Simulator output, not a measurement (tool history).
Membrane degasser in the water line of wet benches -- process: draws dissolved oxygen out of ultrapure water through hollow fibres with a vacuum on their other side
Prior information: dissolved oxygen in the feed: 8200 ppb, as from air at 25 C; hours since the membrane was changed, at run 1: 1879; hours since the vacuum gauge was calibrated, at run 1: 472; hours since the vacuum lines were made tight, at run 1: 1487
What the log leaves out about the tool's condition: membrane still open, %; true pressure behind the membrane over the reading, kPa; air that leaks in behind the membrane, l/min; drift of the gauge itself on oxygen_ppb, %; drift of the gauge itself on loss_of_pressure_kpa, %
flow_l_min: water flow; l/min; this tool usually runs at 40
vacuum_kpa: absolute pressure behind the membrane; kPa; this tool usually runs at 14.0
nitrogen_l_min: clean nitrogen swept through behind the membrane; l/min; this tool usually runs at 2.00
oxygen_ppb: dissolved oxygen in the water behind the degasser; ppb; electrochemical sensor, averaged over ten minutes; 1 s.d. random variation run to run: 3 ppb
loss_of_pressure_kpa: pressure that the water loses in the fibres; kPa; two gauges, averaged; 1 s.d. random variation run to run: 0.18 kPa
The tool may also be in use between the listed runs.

| run | hour | flow_l_min | vacuum_kpa | nitrogen_l_min | hours since the membrane was changed | hours since the vacuum gauge was calibrated | hours since the vacuum lines were made tight | oxygen_ppb | loss_of_pressure_kpa |
|---|---|---|---|---|---|---|---|---|---|
| 1 | 0.0 | 40 | 14.0 | 2.00 | 1879 | 472 | 1487 | 465.6 | 33.51 |
| 2 | 85.8 | 40 | 14.0 | 2.00 | 1965 | 558 | 1573 | 469.6 | 33.48 |
| 3 | 211.5 | 40 | 14.0 | 2.00 | 2091 | 683 | 1698 | 464.2 | 33.52 |
| 4 | 383.5 | 40 | 14.0 | 2.00 | 2263 | 855 | 1870 | 466.2 | 33.35 |
| 5 | 490.9 | 40 | 14.0 | 2.00 | 2370 | 963 | 1978 | 463.0 | 33.34 |
| 6 | 585.8 | 40 | 14.0 | 2.00 | 2465 | 1058 | 2073 | 460.8 | 33.58 |
| 7 | 757.8 | 40 | 14.0 | 2.00 | 2637 | 1230 | 2245 | 460.8 | 33.74 |
| 8 | 967.6 | 42 | 14.0 | 2.00 | 2847 | 1440 | 2455 | 486.0 | 35.09 |
| 9 | 1059.4 | 42 | 14.0 | 2.00 | 2939 | 1531 | 2546 | 489.2 | 35.30 |
| 10 | 1160.9 | 42 | 14.0 | 2.00 | 3040 | 1633 | 2648 | 486.4 | 35.37 |
| 11 | 1345.6 | 38 | 14.0 | 2.00 | 3225 | 1818 | 2833 | 444.5 | 31.82 |
| 12 | 1546.7 | 29 | 14.0 | 2.00 | 3426 | 2019 | 3034 | 349.7 | 24.51 |
| 13 | 1656.9 | 40 | 14.0 | 1.38 | 3536 | 2129 | 3144 | 623.4 | 33.99 |
| 14 | 1761.8 | 40 | 14.0 | 2.00 | 3641 | 2234 | 3249 | 469.3 | 33.58 |
| 15 | 1964.6 | 40 | 14.0 | 2.00 | 3844 | 2436 | 3452 | 461.7 | 33.98 |
| 16 | 2093.9 | 40 | 14.0 | 2.00 | 3973 | 2566 | 3581 | 462.3 | 34.04 |
| 17 | 2223.5 | 37 | 25.2 | 3.02 | 4103 | 2695 | 3710 | 594.9 | 31.15 |
| 18 | 2317.1 | 39 | 15.7 | 1.96 | 4197 | 2789 | 3804 | 527.3 | 33.04 |
| 19 | 2460.5 | 40 | 11.4 | 1.05 | 4340 | 2932 | 3948 | 605.8 | 34.00 |
| 20 | 2632.3 | 40 | 11.4 | 1.05 | 4512 | 3104 | 4119 | 604.7 | 33.86 |
| 21 | 2719.3 | 36 | 11.4 | 1.05 | 4599 | 3191 | 4206 | 552.2 | 30.72 |
| 22 | 2896.4 | 36 | 11.4 | 1.05 | 4776 | 3368 | 4383 | 551.3 | 30.84 |
| 23 | 3059.6 | 37 | 32.6 | 3.06 | 4939 | 3531 | 4547 | 756.8 | 31.60 |
|  | 3077.3 | gauge calibrated |
| 24 | 3164.6 | 37 | 9.6 | 1.91 | 5044 | 3637 | 4652 | 275.6 | 30.75 |
| 25 | 3258.2 | 55 | 25.6 | 2.12 | 5138 | 3730 | 4745 | 1141.6 | 46.04 |
| 26 | 3398.7 | 40 | 12.9 | 1.31 | 5278 | 3871 | 4886 | 588.9 | 33.68 |
| 27 | 3582.0 | 40 | 17.6 | 2.42 | 5461 | 4054 | 5069 | 519.5 | 33.60 |
| 28 | 3750.8 | 40 | 24.9 | 3.26 | 5630 | 4223 | 5238 | 579.5 | 33.71 |
| 29 | 3906.8 | 40 | 23.0 | 3.26 | 5786 | 4379 | 5394 | 539.9 | 33.51 |
| 30 | 4098.1 | 25 | 23.0 | 3.26 | 5978 | 4570 | 5585 | 346.8 | 20.90 |
| 31 | 4194.5 | 25 | 29.8 | 3.26 | 6074 | 4666 | 5681 | 464.4 | 20.97 |
| 32 | 4309.9 | 44 | 14.9 | 2.54 | 6189 | 4782 | 5797 | 445.4 | 37.44 |

Pick out some run-to-run changes in loss_of_pressure_kpa. Of each, how much would a tool without hidden state show as well, from the settings, what came in and chance, and how much is left for the hidden state and any gauge scatter not in both results compared?
Run 12 -> 13: flow_l_min 29 -> 40, nitrogen_l_min 2.00 -> 1.38. loss_of_pressure_kpa +9.48 kPa: hidden state +0.18, all else +9.30.
Run 23 -> 24: vacuum_kpa 32.6 -> 9.6, nitrogen_l_min 3.06 -> 1.91, gauge calibrated. loss_of_pressure_kpa -0.85 kPa: hidden state -0.86, all else +0.01.
Run 24 -> 25: flow_l_min 37 -> 55, vacuum_kpa 9.6 -> 25.6, nitrogen_l_min 1.91 -> 2.12. loss_of_pressure_kpa +15.29 kPa: hidden state +0.06, all else +15.23.
Run 29 -> 30: flow_l_min 40 -> 25. loss_of_pressure_kpa -12.61 kPa: hidden state -0.07, all else -12.54.
Run 31 -> 32: flow_l_min 25 -> 44, vacuum_kpa 29.8 -> 14.9, nitrogen_l_min 3.26 -> 2.54. loss_of_pressure_kpa +16.47 kPa: hidden state +0.22, all else +16.25.
